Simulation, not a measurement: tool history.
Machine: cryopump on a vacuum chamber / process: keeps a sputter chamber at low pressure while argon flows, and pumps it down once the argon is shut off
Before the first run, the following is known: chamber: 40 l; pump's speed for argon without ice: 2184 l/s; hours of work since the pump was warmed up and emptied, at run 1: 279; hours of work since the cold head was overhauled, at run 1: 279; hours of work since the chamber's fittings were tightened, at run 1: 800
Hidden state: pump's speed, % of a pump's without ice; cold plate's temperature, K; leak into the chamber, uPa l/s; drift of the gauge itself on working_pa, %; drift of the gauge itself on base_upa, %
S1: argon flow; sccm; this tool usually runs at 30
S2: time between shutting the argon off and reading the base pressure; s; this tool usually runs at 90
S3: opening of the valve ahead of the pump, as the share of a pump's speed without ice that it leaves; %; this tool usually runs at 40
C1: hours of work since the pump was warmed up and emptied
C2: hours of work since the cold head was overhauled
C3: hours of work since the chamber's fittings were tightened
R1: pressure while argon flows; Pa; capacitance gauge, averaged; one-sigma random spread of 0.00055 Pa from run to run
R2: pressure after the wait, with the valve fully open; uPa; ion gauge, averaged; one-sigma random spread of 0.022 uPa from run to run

| run | hour | S1 | S2 | S3 | C1 | C2 | C3 | R1 | R2 |
|---|---|---|---|---|---|---|---|---|---|
| 1 | 0.0 | 30 | 90 | 40 | 279 | 279 | 800 | 0.0604 | 1.22 |
| 2 | 27.7 | 27 | 90 | 40 | 303 | 303 | 823 | 0.0553 | 1.17 |
| 3 | 54.6 | 27 | 42 | 40 | 325 | 325 | 846 | 0.0540 | 1.71 |
| 4 | 69.0 | 27 | 42 | 40 | 337 | 337 | 858 | 0.0545 | 1.71 |
| 5 | 83.6 | 30 | 90 | 40 | 350 | 350 | 870 | 0.0622 | 1.31 |
| 6 | 105.2 | 30 | 90 | 40 | 368 | 368 | 888 | 0.0616 | 1.29 |
| 7 | 121.2 | 32 | 90 | 40 | 381 | 381 | 902 | 0.0640 | 1.34 |
| 8 | 148.0 | 30 | 90 | 40 | 404 | 404 | 924 | 0.0614 | 1.41 |
| 9 | 174.2 | 30 | 90 | 40 | 426 | 426 | 946 | 0.0616 | 1.36 |
| 10 | 195.3 | 30 | 90 | 40 | 443 | 443 | 964 | 0.0614 | 1.46 |
| 11 | 217.8 | 30 | 90 | 40 | 462 | 462 | 983 | 0.0627 | 1.35 |
| 12 | 243.5 | 30 | 52 | 40 | 484 | 484 | 1004 | 0.0623 | 1.79 |
| 13 | 271.6 | 30 | 29 | 40 | 507 | 507 | 1028 | 0.0624 | 2.34 |
| 14 | 295.1 | 30 | 29 | 40 | 527 | 527 | 1048 | 0.0633 | 2.34 |
| 15 | 315.9 | 30 | 261 | 40 | 544 | 544 | 1065 | 0.0629 | 1.33 |
| 16 | 346.4 | 30 | 261 | 40 | 570 | 570 | 1091 | 0.0636 | 1.32 |
| 17 | 371.4 | 30 | 90 | 40 | 591 | 591 | 1112 | 0.0641 | 1.58 |
| 18 | 400.1 | 30 | 90 | 40 | 615 | 615 | 1136 | 0.0637 | 1.66 |
| 19 | 416.6 | 33 | 90 | 54 | 629 | 629 | 1150 | 0.0530 | 1.68 |
| 20 | 446.1 | 33 | 90 | 30 | 654 | 654 | 1174 | 0.0917 | 1.73 |
| 21 | 468.5 | 23 | 35 | 36 | 673 | 673 | 1193 | 0.0534 | 2.34 |
| 22 | 495.4 | 23 | 35 | 36 | 695 | 695 | 1216 | 0.0549 | 2.35 |
| 23 | 526.1 | 36 | 40 | 36 | 721 | 721 | 1242 | 0.0860 | 2.25 |
| 24 | 541.7 | 32 | 32 | 36 | 734 | 734 | 1255 | 0.0763 | 2.49 |
| 25 | 557.2 | 32 | 32 | 36 | 747 | 747 | 1268 | 0.0756 | 2.53 |
| 26 | 586.0 | 32 | 32 | 36 | 771 | 771 | 1292 | 0.0779 | 2.64 |
| 27 | 611.1 | 25 | 90 | 59 | 792 | 792 | 1313 | 0.0386 | 1.99 |
| 28 | 637.5 | 25 | 90 | 59 | 814 | 814 | 1335 | 0.0396 | 1.99 |
| 29 | 666.8 | 25 | 176 | 59 | 839 | 839 | 1360 | 0.0400 | 1.77 |
| 30 | 682.2 | 32 | 293 | 32 | 852 | 852 | 1373 | 0.0869 | 1.71 |
| 31 | 711.5 | 32 | 293 | 32 | 877 | 877 | 1397 | 0.0873 | 1.81 |
| 32 | 727.9 | 32 | 293 | 32 | 890 | 890 | 1411 | 0.0864 | 1.81 |
| 33 | 748.3 | 32 | 293 | 32 | 907 | 907 | 1428 | 0.0872 | 1.82 |
| 34 | 762.3 | 30 | 103 | 40 | 919 | 919 | 1440 | 0.0682 | 2.12 |
| 35 | 784.7 | 30 | 103 | 40 | 938 | 938 | 1459 | 0.0688 | 2.07 |

A few steps of R1 between consecutive runs. Split each: what settings, incoming material and random variation would produce without the hidden state, and what is left over for the hidden state, along with gauge scatter present in only one of the two compared results (measured, and without hidden state):
Run 19 -> 20: S3 54 -> 30. R1 +0.0387 Pa: hidden state +0.0003, all else +0.0384.
Run 20 -> 21: S1 33 -> 23, S2 90 -> 35, S3 30 -> 36. R1 -0.0383 Pa: hidden state -0.0019, all else -0.0364.
Run 22 -> 23: S1 23 -> 36, S2 35 -> 40. R1 +0.0311 Pa: hidden state +0.0032, all else +0.0279.
Run 26 -> 27: S1 32 -> 25, S2 32 -> 90, S3 36 -> 59. R1 -0.0393 Pa: hidden state -0.0015, all else -0.0378.
Run 29 -> 30: S1 25 -> 32, S2 176 -> 293, S3 59 -> 32. R1 +0.0469 Pa: hidden state +0.0021, all else +0.0448.

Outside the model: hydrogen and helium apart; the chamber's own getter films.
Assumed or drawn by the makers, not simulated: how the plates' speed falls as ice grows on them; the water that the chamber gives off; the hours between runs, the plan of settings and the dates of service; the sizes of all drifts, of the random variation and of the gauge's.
